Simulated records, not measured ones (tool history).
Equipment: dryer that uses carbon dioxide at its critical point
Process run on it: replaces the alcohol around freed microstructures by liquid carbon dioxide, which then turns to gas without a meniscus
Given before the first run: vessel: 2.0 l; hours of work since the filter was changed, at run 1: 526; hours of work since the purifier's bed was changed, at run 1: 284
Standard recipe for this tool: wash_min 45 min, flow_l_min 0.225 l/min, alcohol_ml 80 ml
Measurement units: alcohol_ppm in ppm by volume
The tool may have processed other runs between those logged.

run   hour  wash_min  flow_l_min  alcohol_ml  hours of work since the filter was changed  hours of work since the purifier's bed was changed  alcohol_ppm
  1      0        45       0.225          80                                         526                                                 284         1500
  2   34.6        45       0.225          80                                         537                                                 295         1518
  3   49.8        45       0.225          80                                         542                                                 300         1449
  4   67.3        45       0.225          80                                         548                                                 306         1517
  5   94.5        45       0.225          80                                         557                                                 315         1523
  6  125.9        45       0.225         107                                         567                                                 326         1976
  7  150.3        45       0.225          80                                         575                                                 334         1506
  8    171        45       0.351          80                                         582                                                 340          266
     192.5  -- inlet filter changed
  9  204.4        45       0.351          80                                           4                                                 351          159
 10    228        45       0.232          80                                          12                                                 359          950
 11  249.9        45       0.232          80                                          19                                                 366          983
 12  266.3        49       0.225          80                                          24                                                 372          797
 13  284.1        45       0.225          80                                          30                                                 377         1081
 14  316.4        45       0.225          80                                          41                                                 388         1102
 15  337.5        45       0.275          80                                          48                                                 395          491
 16  358.5        45       0.275          80                                          55                                                 402          497
 17  391.4        45       0.225          21                                          66                                                 413          316
 18  412.4        45       0.225          80                                          73                                                 420         1153
 19    446        45       0.225          80                                          84                                                 431         1158
 20  475.7        45       0.225          80                                          94                                                 441         1124
 21    496        53       0.225          80                                         100                                                 447          620

What will run 22 give?
 22  510.3        32       0.174          30                                         105                                                 452            ?

For run 22 the tool returned alcohol_ppm 2147 ppm by volume.
Had the tool carried no hidden state, the very same run would have given alcohol_ppm 2037 ppm by volume.

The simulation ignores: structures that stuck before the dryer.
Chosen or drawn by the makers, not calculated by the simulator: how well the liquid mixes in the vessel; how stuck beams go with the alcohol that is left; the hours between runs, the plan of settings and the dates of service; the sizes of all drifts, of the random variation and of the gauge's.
